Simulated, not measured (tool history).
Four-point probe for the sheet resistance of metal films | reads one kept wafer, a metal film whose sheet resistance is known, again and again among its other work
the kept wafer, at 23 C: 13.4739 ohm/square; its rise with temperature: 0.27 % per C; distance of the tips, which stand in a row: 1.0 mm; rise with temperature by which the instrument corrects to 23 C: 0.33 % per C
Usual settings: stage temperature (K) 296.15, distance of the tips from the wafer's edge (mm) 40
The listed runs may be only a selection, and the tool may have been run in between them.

| run | hour | stage temperature (K) | distance of the tips from the wafer's edge (mm) | sheet resistance as the instrument gives it (ohm/square) |
|---|---|---|---|---|
| 1 | 0 | 296.15 | 40 | 13.479364 |
| 2 | 59.8 | 296.15 | 40 | 13.482558 |
| 3 | 177.5 | 296.15 | 40 | 13.476028 |
| 4 | 279.6 | 296.15 | 40 | 13.479588 |
| 5 | 384 | 296.15 | 40 | 13.48382 |
| 6 | 504.5 | 296.15 | 40 | 13.485131 |
| 7 | 576.1 | 296.15 | 40 | 13.478187 |
| 8 | 646.7 | 300.15 | 40 | 13.448357 |
| 9 | 708.1 | 300.15 | 40 | 13.448497 |
| 10 | 760.6 | 300.15 | 40 | 13.445698 |
| 11 | 830.2 | 296.15 | 14 | 13.508083 |
| 12 | 893.5 | 296.15 | 14 | 13.516335 |
| 13 | 1016.8 | 295.15 | 18 | 13.507281 |
| 14 | 1067.1 | 294.15 | 44 | 13.49318 |
| 15 | 1186.5 | 294.15 | 44 | 13.49707 |
| 16 | 1247.5 | 294.15 | 44 | 13.491236 |
| 17 | 1314.2 | 296.15 | 45 | 13.476132 |
|  | 1342.1 | stage's thermometer calibrated |
| 18 | 1368.5 | 293.15 | 72 | 13.501321 |
| 19 | 1459.1 | 296.15 | 7 | 13.631231 |
| 20 | 1555.9 | 292.15 | 3 | 14.267016 |
| 21 | 1668 | 296.15 | 7 | 13.62117 |
| 22 | 1773.2 | 296.15 | 7 | 13.621526 |
| 23 | 1895.4 | 296.15 | 7 | 13.619964 |
| 24 | 1975.5 | 305.15 | 53 | 13.405812 |

Below are 3 alternative next runs, each starting from the tool's condition after run 24. Predict each:
| A | 2096.7 | 294.15 | 21 | ? |
| B | 2096.7 | 305.15 | 15 | ? |
| C | 2096.7 | 297.15 | 6 | ? |

| run | sheet resistance as the instrument gives it (ohm/square) |
|---|---|
| A | 13.508391 |
| B | 13.434177 |
| C | 13.668333 |
Had the tool no hidden state, the same runs would have come out as:
| run | sheet resistance as the instrument gives it (ohm/square) |
|---|---|
| A | 13.506711 |
| B | 13.43251 |
| C | 13.666636 |

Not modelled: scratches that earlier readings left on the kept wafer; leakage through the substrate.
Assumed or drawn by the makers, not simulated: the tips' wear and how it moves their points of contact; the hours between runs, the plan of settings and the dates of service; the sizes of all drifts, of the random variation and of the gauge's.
